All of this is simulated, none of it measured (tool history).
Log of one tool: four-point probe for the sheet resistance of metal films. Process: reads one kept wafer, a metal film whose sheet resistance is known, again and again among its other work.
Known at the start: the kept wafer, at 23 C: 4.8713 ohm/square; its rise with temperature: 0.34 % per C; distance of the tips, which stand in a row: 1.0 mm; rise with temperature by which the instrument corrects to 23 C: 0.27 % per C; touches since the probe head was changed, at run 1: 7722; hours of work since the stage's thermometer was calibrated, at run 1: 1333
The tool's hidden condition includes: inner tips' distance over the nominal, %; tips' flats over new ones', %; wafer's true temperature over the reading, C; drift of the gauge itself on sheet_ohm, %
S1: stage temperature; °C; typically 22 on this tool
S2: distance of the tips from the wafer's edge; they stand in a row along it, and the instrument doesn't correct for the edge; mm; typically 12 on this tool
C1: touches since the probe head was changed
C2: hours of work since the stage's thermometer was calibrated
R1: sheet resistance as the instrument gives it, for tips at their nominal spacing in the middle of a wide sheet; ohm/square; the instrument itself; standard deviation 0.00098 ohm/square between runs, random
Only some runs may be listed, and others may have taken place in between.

Run 1, day 0.000: usual settings; C1 7722; C2 1333. Result: R1 4.884910 ohm/square.
Run 2, day 0.400: usual settings; C1 8041; C2 1337. Result: R1 4.886357 ohm/square.
Run 3, day 0.896: usual settings; C1 8437; C2 1342. Result: R1 4.883824 ohm/square.
Run 4, day 1.512: usual settings; C1 8930; C2 1348. Result: R1 4.885279 ohm/square.
Run 5, day 2.242: usual settings; C1 9510; C2 1355. Result: R1 4.886813 ohm/square.
Run 6, day 3.079: usual settings; C1 10179; C2 1364. Result: R1 4.886213 ohm/square.
Run 7, day 3.871: usual settings; C1 10813; C2 1372. Result: R1 4.886672 ohm/square.
Run 8, day 4.662: usual settings; C1 11445; C2 1380. Result: R1 4.885976 ohm/square.
Run 9, day 5.112: usual settings; C1 11804; C2 1384. Result: R1 4.884902 ohm/square.
Run 10, day 5.892: usual settings; C1 12425; C2 1392. Result: R1 4.885604 ohm/square.
Run 11, day 6.462: usual settings; C1 12881; C2 1398. Result: R1 4.886134 ohm/square.

Forecast run 12:
Run 12, day 7.138: usual settings but S1 19 °C, S2 4 mm; C1 13420; C2 1405. Result: R1 ?.

R1: 5.014430 ohm/square
Were there no unlogged condition in the tool, this run, its random variation unchanged, would have produced R1 5.014459 ohm/square.

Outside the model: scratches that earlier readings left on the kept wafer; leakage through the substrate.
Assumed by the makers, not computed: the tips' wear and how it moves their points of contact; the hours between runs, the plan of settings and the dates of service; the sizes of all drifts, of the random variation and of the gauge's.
